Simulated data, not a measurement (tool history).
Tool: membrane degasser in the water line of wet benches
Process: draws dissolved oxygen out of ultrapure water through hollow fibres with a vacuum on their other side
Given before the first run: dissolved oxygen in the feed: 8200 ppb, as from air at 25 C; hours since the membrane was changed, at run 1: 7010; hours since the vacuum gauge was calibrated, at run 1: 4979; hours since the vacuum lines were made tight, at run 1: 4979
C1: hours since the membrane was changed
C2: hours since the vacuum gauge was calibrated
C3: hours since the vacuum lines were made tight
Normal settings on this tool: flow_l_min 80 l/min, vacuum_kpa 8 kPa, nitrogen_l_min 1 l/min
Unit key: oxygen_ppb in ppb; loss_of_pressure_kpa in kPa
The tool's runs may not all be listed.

{"run": 1, "hour": 0.0, "flow_l_min": 80, "vacuum_kpa": 8, "nitrogen_l_min": 1, "C1": 7010, "C2": 4979, "C3": 4979, "oxygen_ppb": 738.2, "loss_of_pressure_kpa": 59.62}
{"run": 2, "hour": 203.0, "flow_l_min": 80, "vacuum_kpa": 8, "nitrogen_l_min": 1, "C1": 7213, "C2": 5182, "C3": 5182, "oxygen_ppb": 728.8, "loss_of_pressure_kpa": 59.55}
{"run": 3, "hour": 345.2, "flow_l_min": 52, "vacuum_kpa": 8, "nitrogen_l_min": 1, "C1": 7355, "C2": 5324, "C3": 5324, "oxygen_ppb": 504.4, "loss_of_pressure_kpa": 38.82}
{"run": 4, "hour": 477.7, "flow_l_min": 80, "vacuum_kpa": 6.16, "nitrogen_l_min": 1, "C1": 7487, "C2": 5457, "C3": 5457, "oxygen_ppb": 515, "loss_of_pressure_kpa": 59.71}
{"run": 5, "hour": 583.1, "flow_l_min": 80, "vacuum_kpa": 6.16, "nitrogen_l_min": 0.59, "C1": 7593, "C2": 5562, "C3": 5562, "oxygen_ppb": 656.9, "loss_of_pressure_kpa": 59.39}
{"run": 6, "hour": 761.3, "flow_l_min": 80, "vacuum_kpa": 6.16, "nitrogen_l_min": 0.59, "C1": 7771, "C2": 5740, "C3": 5740, "oxygen_ppb": 648.4, "loss_of_pressure_kpa": 59.57}
{"run": 7, "hour": 898.1, "flow_l_min": 80, "vacuum_kpa": 8, "nitrogen_l_min": 1, "C1": 7908, "C2": 5877, "C3": 5877, "oxygen_ppb": 747.6, "loss_of_pressure_kpa": 59.8}
{"run": 8, "hour": 1051.3, "flow_l_min": 85, "vacuum_kpa": 8, "nitrogen_l_min": 1, "C1": 8061, "C2": 6030, "C3": 6030, "oxygen_ppb": 780.9, "loss_of_pressure_kpa": 62.84}
{"run": 9, "hour": 1144.0, "flow_l_min": 80, "vacuum_kpa": 8, "nitrogen_l_min": 1, "C1": 8154, "C2": 6123, "C3": 6123, "oxygen_ppb": 733.9, "loss_of_pressure_kpa": 59.14}
{"run": 10, "hour": 1356.5, "flow_l_min": 80, "vacuum_kpa": 8, "nitrogen_l_min": 1, "C1": 8366, "C2": 6336, "C3": 6336, "oxygen_ppb": 734, "loss_of_pressure_kpa": 58.77}
{"run": 11, "hour": 1511.0, "flow_l_min": 80, "vacuum_kpa": 15.62, "nitrogen_l_min": 1, "C1": 8521, "C2": 6490, "C3": 6490, "oxygen_ppb": 1544.7, "loss_of_pressure_kpa": 59.29}
{"hour": 1618.2, "done": "seals of the vacuum lines changed"}
{"run": 12, "hour": 1631.4, "flow_l_min": 80, "vacuum_kpa": 15.62, "nitrogen_l_min": 1, "C1": 8639, "C2": 6609, "C3": 13, "oxygen_ppb": 1517.2, "loss_of_pressure_kpa": 59.37}
{"hour": 1679.0, "done": "vacuum gauge calibrated"}
{"run": 13, "hour": 1787.8, "flow_l_min": 80, "vacuum_kpa": 15.62, "nitrogen_l_min": 1, "C1": 8795, "C2": 109, "C3": 169, "oxygen_ppb": 1543.2, "loss_of_pressure_kpa": 59.23}
{"run": 14, "hour": 1962.3, "flow_l_min": 80, "vacuum_kpa": 15.62, "nitrogen_l_min": 1, "C1": 8969, "C2": 283, "C3": 344, "oxygen_ppb": 1548.5, "loss_of_pressure_kpa": 58.95}
{"run": 15, "hour": 2108.4, "flow_l_min": 80, "vacuum_kpa": 8, "nitrogen_l_min": 1, "C1": 9116, "C2": 429, "C3": 490, "oxygen_ppb": 739.1, "loss_of_pressure_kpa": 59.14}
{"run": 16, "hour": 2224.4, "flow_l_min": 80, "vacuum_kpa": 8, "nitrogen_l_min": 1, "C1": 9232, "C2": 545, "C3": 606, "oxygen_ppb": 742.1, "loss_of_pressure_kpa": 59.14}
{"run": 17, "hour": 2415.0, "flow_l_min": 80, "vacuum_kpa": 12.6, "nitrogen_l_min": 1.23, "C1": 9422, "C2": 736, "C3": 796, "oxygen_ppb": 1096.8, "loss_of_pressure_kpa": 58.99}
{"run": 18, "hour": 2524.2, "flow_l_min": 102, "vacuum_kpa": 8.94, "nitrogen_l_min": 1, "C1": 9531, "C2": 845, "C3": 905, "oxygen_ppb": 1027.6, "loss_of_pressure_kpa": 75.83}
{"run": 19, "hour": 2654.5, "flow_l_min": 102, "vacuum_kpa": 8.94, "nitrogen_l_min": 1, "C1": 9662, "C2": 975, "C3": 1036, "oxygen_ppb": 1006.3, "loss_of_pressure_kpa": 75.27}
{"run": 20, "hour": 2843.7, "flow_l_min": 102, "vacuum_kpa": 8.94, "nitrogen_l_min": 1, "C1": 9851, "C2": 1165, "C3": 1225, "oxygen_ppb": 1039, "loss_of_pressure_kpa": 74.68}
{"run": 21, "hour": 3037.9, "flow_l_min": 102, "vacuum_kpa": 8.94, "nitrogen_l_min": 1, "C1": 10045, "C2": 1359, "C3": 1419, "oxygen_ppb": 1018.9, "loss_of_pressure_kpa": 75.32}
{"run": 22, "hour": 3250.7, "flow_l_min": 58, "vacuum_kpa": 8.97, "nitrogen_l_min": 1.63, "C1": 10258, "C2": 1572, "C3": 1632, "oxygen_ppb": 466.1, "loss_of_pressure_kpa": 42.76}
{"run": 23, "hour": 3425.7, "flow_l_min": 69, "vacuum_kpa": 8.97, "nitrogen_l_min": 0.46, "C1": 10433, "C2": 1747, "C3": 1807, "oxygen_ppb": 1129.7, "loss_of_pressure_kpa": 50.58}
{"run": 24, "hour": 3566.6, "flow_l_min": 69, "vacuum_kpa": 10.68, "nitrogen_l_min": 0.46, "C1": 10574, "C2": 1888, "C3": 1948, "oxygen_ppb": 1379.5, "loss_of_pressure_kpa": 50.67}
{"run": 25, "hour": 3747.8, "flow_l_min": 69, "vacuum_kpa": 10.68, "nitrogen_l_min": 0.46, "C1": 10755, "C2": 2069, "C3": 2129, "oxygen_ppb": 1401.4, "loss_of_pressure_kpa": 50.63}
{"run": 26, "hour": 3861.5, "flow_l_min": 69, "vacuum_kpa": 9.9, "nitrogen_l_min": 0.46, "C1": 10869, "C2": 2183, "C3": 2243, "oxygen_ppb": 1287.8, "loss_of_pressure_kpa": 50.49}
{"run": 27, "hour": 4002.9, "flow_l_min": 56, "vacuum_kpa": 11.69, "nitrogen_l_min": 0.99, "C1": 11010, "C2": 2324, "C3": 2384, "oxygen_ppb": 863.6, "loss_of_pressure_kpa": 41.45}
{"run": 28, "hour": 4116.9, "flow_l_min": 86, "vacuum_kpa": 10.03, "nitrogen_l_min": 0.97, "C1": 11124, "C2": 2438, "C3": 2498, "oxygen_ppb": 1034.2, "loss_of_pressure_kpa": 63.16}
{"run": 29, "hour": 4228.5, "flow_l_min": 102, "vacuum_kpa": 5.11, "nitrogen_l_min": 0.95, "C1": 11236, "C2": 2549, "C3": 2610, "oxygen_ppb": 515.4, "loss_of_pressure_kpa": 74.47}
{"run": 30, "hour": 4372.6, "flow_l_min": 69, "vacuum_kpa": 8, "nitrogen_l_min": 1.08, "C1": 11380, "C2": 2694, "C3": 2754, "oxygen_ppb": 605, "loss_of_pressure_kpa": 50.02}
{"run": 31, "hour": 4542.0, "flow_l_min": 69, "vacuum_kpa": 8, "nitrogen_l_min": 1.08, "C1": 11549, "C2": 2863, "C3": 2923, "oxygen_ppb": 615.4, "loss_of_pressure_kpa": 50.41}

4 options for the next run, each taken on its own from the tool as it stands now. Forecast them:
{"run": "A", "hour": 4716.3, "flow_l_min": 69, "vacuum_kpa": 18.79, "nitrogen_l_min": 0.43, "C1": 11723, "C2": 3037, "C3": 3098, "oxygen_ppb": "?", "loss_of_pressure_kpa": "?"}
{"run": "B", "hour": 4716.3, "flow_l_min": 93, "vacuum_kpa": 8, "nitrogen_l_min": 1.13, "C1": 11723, "C2": 3037, "C3": 3098, "oxygen_ppb": "?", "loss_of_pressure_kpa": "?"}
{"run": "C", "hour": 4716.3, "flow_l_min": 72, "vacuum_kpa": 17.89, "nitrogen_l_min": 0.79, "C1": 11723, "C2": 3037, "C3": 3098, "oxygen_ppb": "?", "loss_of_pressure_kpa": "?"}
{"run": "D", "hour": 4716.3, "flow_l_min": 80, "vacuum_kpa": 8, "nitrogen_l_min": 2.67, "C1": 11723, "C2": 3037, "C3": 3098, "oxygen_ppb": "?", "loss_of_pressure_kpa": "?"}

run=A oxygen_ppb=2593.2 loss_of_pressure_kpa=50.61
run=B oxygen_ppb=787.7 loss_of_pressure_kpa=67.62
run=C oxygen_ppb=1913.4 loss_of_pressure_kpa=52.38
run=D oxygen_ppb=427.7 loss_of_pressure_kpa=58.51
With no hidden state in the tool, these same runs would have given:
run=A oxygen_ppb=2592.8 loss_of_pressure_kpa=51.49
run=B oxygen_ppb=786.4 loss_of_pressure_kpa=68.81
run=C oxygen_ppb=1912.7 loss_of_pressure_kpa=53.3
run=D oxygen_ppb=426.6 loss_of_pressure_kpa=59.54
